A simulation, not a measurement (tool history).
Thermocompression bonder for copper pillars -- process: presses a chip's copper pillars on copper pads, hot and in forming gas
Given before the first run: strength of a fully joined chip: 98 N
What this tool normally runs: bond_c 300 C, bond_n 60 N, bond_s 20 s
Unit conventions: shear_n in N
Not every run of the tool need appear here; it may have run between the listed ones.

run	hour	bond_c	bond_n	bond_s	shear_n
1	0	300	60	20	62.7
2	28.9	280	60	20	51.7
3	53.5	280	60	20	51.2
4	72	280	60	20	50.9
5	88.6	300	60	17	59.5
6	115.8	300	60	17	59.4
7	141.3	300	60	20	61.7
8	167.8	294	60	20	59.2
9	183.8	300	60	20	62.6
10	200.2	300	48	20	53.4
11	225	300	48	36	63.7
# hour 229: force cell calibrated
12	254.2	300	48	36	63
13	282.3	300	48	36	63.3
14	301.4	300	59	36	70.4
15	318.7	300	84	36	80.4
# hour 350: force cell calibrated, once more
16	350.9	300	84	36	82.2
17	382.7	300	84	18	72.7
18	406.2	300	84	18	72.1
19	425	300	84	18	72.1
20	447	300	84	18	72.6

Expected results for the next run?
21	467.4	276	52	34	?

{"run 21": {"shear_n": 52.9}}
Had the tool carried no hidden state, the very same run would have given shear_n 49.6 N.
